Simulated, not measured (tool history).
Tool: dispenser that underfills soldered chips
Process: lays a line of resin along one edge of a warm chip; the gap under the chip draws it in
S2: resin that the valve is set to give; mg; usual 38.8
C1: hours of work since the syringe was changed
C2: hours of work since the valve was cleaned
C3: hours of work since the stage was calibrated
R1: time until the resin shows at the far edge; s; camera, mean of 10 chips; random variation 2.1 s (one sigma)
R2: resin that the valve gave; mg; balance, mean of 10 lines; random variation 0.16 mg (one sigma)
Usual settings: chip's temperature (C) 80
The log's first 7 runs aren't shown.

At hour 81.0: new syringe of resin.
At hour 92.1: new syringe of resin.
Run 8, hour 93.3: usual settings but S2 49.5 mg; C1 1; C2 118; C3 235. Result: R1 199.1 s, R2 45.87 mg.
Run 9, hour 101.2: usual settings but S2 49.5 mg; C1 6; C2 123; C3 240. Result: R1 235.0 s, R2 45.77 mg.
At hour 102.4: new syringe of resin.
At hour 105.7: dispensing valve cleaned and set on the balance.
Run 10, hour 110.4: usual settings but S2 49.7 mg; C1 5; C2 3; C3 246. Result: R1 222.0 s, R2 49.46 mg.
At hour 114.8: new syringe of resin.
Run 11, hour 124.1: usual settings; C1 7; C2 13; C3 255. Result: R1 239.0 s, R2 38.52 mg.
At hour 126.1: new syringe of resin.
At hour 136.5: new syringe of resin.
Run 12, hour 141.8: usual settings; C1 4; C2 25; C3 267. Result: R1 214.2 s, R2 38.10 mg.
At hour 147.0: new syringe of resin.
At hour 157.4: new syringe of resin.
Run 13, hour 158.5: usual settings; C1 1; C2 36; C3 278. Result: R1 205.4 s, R2 37.84 mg.
Run 14, hour 166.9: usual settings; C1 7; C2 42; C3 284. Result: R1 241.8 s, R2 37.93 mg.
At hour 168.1: new syringe of resin.
At hour 179.0: new syringe of resin.
Run 15, hour 183.7: usual settings but chip's temperature (C) 73; C1 3; C2 53; C3 296. Result: R1 265.2 s, R2 37.29 mg.
At hour 190.1: new syringe of resin.
Run 16, hour 196.3: usual settings but chip's temperature (C) 86; C1 4; C2 62; C3 304. Result: R1 189.7 s, R2 37.17 mg.
At hour 200.8: new syringe of resin.
Run 17, hour 210.1: usual settings but chip's temperature (C) 78; C1 6; C2 71; C3 314. Result: R1 259.9 s, R2 36.85 mg.
At hour 211.6: new syringe of resin.
Run 18, hour 221.4: usual settings but chip's temperature (C) 88, S2 40.0 mg; C1 7; C2 79; C3 321. Result: R1 194.5 s, R2 37.91 mg.
At hour 222.5: new syringe of resin.
At hour 234.0: new syringe of resin.
Run 19, hour 235.6: usual settings but S2 40.0 mg; C1 1; C2 88; C3 331. Result: R1 200.6 s, R2 37.72 mg.
At hour 245.0: new syringe of resin.
Run 20, hour 245.9: usual settings but chip's temperature (C) 81, S2 39.0 mg; C1 1; C2 95; C3 338. Result: R1 189.2 s, R2 36.76 mg.
At hour 256.6: new syringe of resin.
Run 21, hour 261.6: usual settings but chip's temperature (C) 81, S2 46.2 mg; C1 3; C2 106; C3 349. Result: R1 209.4 s, R2 43.13 mg.
At hour 267.9: new syringe of resin.
At hour 278.7: new syringe of resin.
Run 22, hour 279.8: usual settings but chip's temperature (C) 72, S2 40.0 mg; C1 1; C2 119; C3 361. Result: R1 252.3 s, R2 36.99 mg.
At hour 290.3: new syringe of resin.
At hour 291.3: dispensing valve cleaned and set on the balance.
Run 23, hour 292.0: usual settings but chip's temperature (C) 83, S2 39.6 mg; C1 1; C2 1; C3 369. Result: R1 176.7 s, R2 39.56 mg.
At hour 302.4: new syringe of resin.
Run 24, hour 306.1: usual settings but chip's temperature (C) 85; C1 3; C2 10; C3 378. Result: R1 183.7 s, R2 38.73 mg.
At hour 313.2: new syringe of resin.
Run 25, hour 319.6: usual settings but chip's temperature (C) 85; C1 4; C2 19; C3 387. Result: R1 193.2 s, R2 38.21 mg.
At hour 323.8: new syringe of resin.
At hour 334.6: new syringe of resin.
Run 26, hour 336.1: usual settings but chip's temperature (C) 70, S2 35.0 mg; C1 1; C2 31; C3 399. Result: R1 281.4 s, R2 34.62 mg.
At hour 345.8: new syringe of resin.
Run 27, hour 348.6: usual settings but chip's temperature (C) 91, S2 38.2 mg; C1 2; C2 39; C3 407. Result: R1 152.2 s, R2 37.19 mg.
At hour 356.5: new syringe of resin.
Run 28, hour 365.1: usual settings but chip's temperature (C) 85, S2 49.3 mg; C1 6; C2 50; C3 418. Result: R1 191.4 s, R2 47.68 mg.
At hour 366.9: new syringe of resin.
At hour 378.2: new syringe of resin.
Run 29, hour 380.8: usual settings but chip's temperature (C) 85, S2 49.3 mg; C1 2; C2 61; C3 429. Result: R1 172.3 s, R2 47.48 mg.
At hour 389.1: new syringe of resin.
Run 30, hour 389.3: usual settings but chip's temperature (C) 94, S2 42.7 mg; C1 0; C2 67; C3 435. Result: R1 129.3 s, R2 41.00 mg.
At hour 399.8: new syringe of resin.
Run 31, hour 399.8: usual settings but chip's temperature (C) 94, S2 42.7 mg; C1 0; C2 74; C3 442. Result: R1 126.4 s, R2 40.83 mg.
At hour 410.7: new syringe of resin.
Run 32, hour 416.0: usual settings but chip's temperature (C) 71, S2 33.9 mg; C1 4; C2 85; C3 453. Result: R1 297.2 s, R2 32.18 mg.

Forecast each of these 5 alternatives for the next run:
At hour 422.5: new syringe of resin.
Run A, hour 429.3: usual settings but S2 45.7 mg; C1 5; C2 94; C3 462. Result: R1 ?, R2 ?.
At hour 422.5: new syringe of resin.
Run B, hour 429.3: usual settings but chip's temperature (C) 75, S2 45.9 mg; C1 5; C2 94; C3 462. Result: R1 ?, R2 ?.
At hour 422.5: new syringe of resin.
Run C, hour 429.3: usual settings but chip's temperature (C) 73, S2 43.3 mg; C1 5; C2 94; C3 462. Result: R1 ?, R2 ?.
At hour 422.5: new syringe of resin.
Run D, hour 429.3: usual settings but chip's temperature (C) 71, S2 36.6 mg; C1 5; C2 94; C3 462. Result: R1 ?, R2 ?.
At hour 422.5: new syringe of resin.
Run E, hour 429.3: usual settings but chip's temperature (C) 74, S2 44.6 mg; C1 5; C2 94; C3 462. Result: R1 ?, R2 ?.

run     R1     R2
  A  223.3  43.11
  B  256.6  43.13
  C  271.1  41.28
  D  302.4  34.26
  E  266.5  42.03
Without the tool's hidden state the same runs would have given:
run     R1     R2
  A  201.5  45.87
  B  232.0  45.90
  C  244.8  43.93
  D  270.7  36.46
  E  240.8  44.74
